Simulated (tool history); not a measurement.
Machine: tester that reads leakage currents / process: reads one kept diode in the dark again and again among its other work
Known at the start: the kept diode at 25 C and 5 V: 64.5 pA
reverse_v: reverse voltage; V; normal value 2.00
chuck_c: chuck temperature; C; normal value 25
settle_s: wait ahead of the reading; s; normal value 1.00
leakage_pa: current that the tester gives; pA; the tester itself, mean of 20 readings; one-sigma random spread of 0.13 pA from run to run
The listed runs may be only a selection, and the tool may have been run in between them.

Run 1, day 0.000: usual settings. Result: leakage_pa 44.30 pA.
Run 2, day 0.992: usual settings but settle_s 8.38 s. Result: leakage_pa 44.35 pA.
Run 3, day 2.783: usual settings. Result: leakage_pa 44.33 pA.
Run 4, day 4.496: usual settings. Result: leakage_pa 44.32 pA.
Run 5, day 5.317: usual settings. Result: leakage_pa 44.53 pA.
Run 6, day 6.321: usual settings but reverse_v 13.18 V. Result: leakage_pa 123.09 pA.
Run 7, day 8.171: usual settings but chuck_c 28 C. Result: leakage_pa 58.64 pA.
Run 8, day 9.362: usual settings. Result: leakage_pa 44.52 pA.
Run 9, day 10.842: usual settings. Result: leakage_pa 44.60 pA.
Run 10, day 12.946: usual settings. Result: leakage_pa 42.96 pA.
Run 11, day 14.288: usual settings. Result: leakage_pa 42.74 pA.
Run 12, day 15.708: usual settings but reverse_v 1.09 V. Result: leakage_pa 31.09 pA.
Run 13, day 16.517: usual settings but reverse_v 1.09 V. Result: leakage_pa 31.02 pA.
Run 14, day 18.367: usual settings. Result: leakage_pa 43.11 pA.
Run 15, day 19.217: usual settings. Result: leakage_pa 43.40 pA.
Run 16, day 21.179: usual settings. Result: leakage_pa 42.94 pA.
Run 17, day 22.942: usual settings but reverse_v 17.57 V. Result: leakage_pa 141.30 pA.
Run 18, day 24.054: usual settings but reverse_v 17.57 V. Result: leakage_pa 141.99 pA.
Run 19, day 25.838: usual settings but reverse_v 17.57 V. Result: leakage_pa 142.84 pA.
Run 20, day 26.921: usual settings but reverse_v 17.57 V. Result: leakage_pa 143.05 pA.
Run 21, day 28.825: usual settings but reverse_v 4.60 V, chuck_c 39 C. Result: leakage_pa 228.12 pA.
Run 22, day 29.700: usual settings but reverse_v 5.47 V, chuck_c 37 C, settle_s 4.28 s. Result: leakage_pa 210.43 pA.
Run 23, day 31.662: usual settings but reverse_v 4.00 V, chuck_c 37 C, settle_s 4.81 s. Result: leakage_pa 179.04 pA.
Run 24, day 33.267: usual settings but reverse_v 18.18 V, settle_s 5.10 s. Result: leakage_pa 146.20 pA.
Run 25, day 34.812: usual settings but reverse_v 1.68 V, chuck_c 28 C. Result: leakage_pa 51.75 pA.
Run 26, day 36.033: usual settings but reverse_v 1.68 V, chuck_c 28 C. Result: leakage_pa 52.19 pA.
Run 27, day 37.858: usual settings but reverse_v 4.17 V, settle_s 6.85 s. Result: leakage_pa 64.40 pA.
Run 28, day 38.829: usual settings but settle_s 8.17 s. Result: leakage_pa 43.68 pA.
Run 29, day 40.808: usual settings but reverse_v 3.98 V, chuck_c 34 C, settle_s 6.95 s. Result: leakage_pa 139.01 pA.
Run 30, day 41.662: usual settings but reverse_v 10.53 V, chuck_c 49 C, settle_s 5.44 s. Result: leakage_pa 802.42 pA.
Run 31, day 43.625: usual settings but reverse_v 10.53 V, chuck_c 56 C, settle_s 5.44 s. Result: leakage_pa 1388.34 pA.
Run 32, day 45.129: usual settings but reverse_v 10.53 V, chuck_c 56 C, settle_s 5.44 s. Result: leakage_pa 1388.86 pA.
Run 33, day 46.050: usual settings but reverse_v 10.53 V, chuck_c 56 C, settle_s 5.44 s. Result: leakage_pa 1386.35 pA.
Run 34, day 46.896: usual settings but reverse_v 10.53 V, chuck_c 49 C, settle_s 0.50 s. Result: leakage_pa 801.35 pA.
Run 35, day 48.133: usual settings but reverse_v 4.71 V, chuck_c 52 C, settle_s 7.52 s. Result: leakage_pa 672.24 pA.
Run 36, day 49.642: usual settings but reverse_v 6.67 V, chuck_c 23 C, settle_s 1.52 s. Result: leakage_pa 72.12 pA.
Run 37, day 51.383: usual settings but reverse_v 6.67 V, chuck_c 23 C, settle_s 1.52 s. Result: leakage_pa 72.23 pA.
Run 38, day 52.562: usual settings but reverse_v 6.67 V, chuck_c 35 C, settle_s 0.46 s. Result: leakage_pa 201.86 pA.
Run 39, day 54.054: usual settings but reverse_v 6.67 V, chuck_c 35 C, settle_s 0.46 s. Result: leakage_pa 201.33 pA.

Between the runs listed above, the log contained 1 entry, not reproduced here. Where in the sequence does each belong, and how does what the log doesn't record of the tool's condition differ from the listed run before to the listed run after?
From run 9 to run 10: chuck's temperature calibrated (day 12.533)
  stray current of the dirty probe card, pA a volt: 0.83 -> 0.852; current scale over the true one, %: -0.7 -> -0.72; true chuck temperature over the reading, C: 0.65 -> 0.18
  what was measured, less what the result would be without the hidden state, leakage_pa: +3.87 -> +2.07 pA

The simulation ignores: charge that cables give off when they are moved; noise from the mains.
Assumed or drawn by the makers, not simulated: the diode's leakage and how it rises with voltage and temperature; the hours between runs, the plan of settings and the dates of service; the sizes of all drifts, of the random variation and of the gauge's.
